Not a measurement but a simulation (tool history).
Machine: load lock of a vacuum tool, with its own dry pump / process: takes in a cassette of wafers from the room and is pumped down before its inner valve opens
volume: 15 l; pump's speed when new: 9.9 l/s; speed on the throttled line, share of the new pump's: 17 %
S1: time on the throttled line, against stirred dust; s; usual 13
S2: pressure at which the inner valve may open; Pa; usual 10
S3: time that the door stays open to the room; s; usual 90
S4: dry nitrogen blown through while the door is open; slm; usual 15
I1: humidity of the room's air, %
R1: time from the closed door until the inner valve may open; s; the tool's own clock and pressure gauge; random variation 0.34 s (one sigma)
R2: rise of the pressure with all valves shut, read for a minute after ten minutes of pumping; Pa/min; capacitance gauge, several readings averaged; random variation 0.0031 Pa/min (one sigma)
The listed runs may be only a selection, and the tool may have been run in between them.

run	hour	S1	S2	S3	S4	I1	R1	R2
1	0	13	10	90	15	44.5	25.4	0.347
2	211.8	13	10	90	15	43.7	26.1	0.365
3	444.8	13	10	90	45	45.3	25.5	0.346
4	579	13	10	90	15	41.4	26.1	0.384
5	737.8	13	10	90	15	46.2	26.3	0.398
6	859.7	13	10	90	15	46	25.9	0.411
7	1112.3	8	10	102	29	45.1	21.8	0.409
8	1343.2	18	10	46	18	45.6	29.9	0.416
# hour 1392.1: door's seal changed, seat wiped
9	1470.3	6	11	56	5	43.3	20.3	0.073
10	1583.6	6	11	56	5	43.9	19.9	0.078
11	1701.7	13	10	90	25	43.5	25.7	0.061

Below are 3 alternative next runs, each starting from the tool's condition after run 11. Predict each:
A	1875	13	7	156	15	45.8	?	?
B	1875	7	7	180	25	46.1	?	?
C	1875	7	10	117	19	43	?	?

run	R1	R2
A	27	0.103
B	21.7	0.093
C	21.3	0.075
With no hidden state in the tool, these same runs would have given:
run	R1	R2
A	25.7	0.098
B	20.4	0.088
C	20.1	0.07
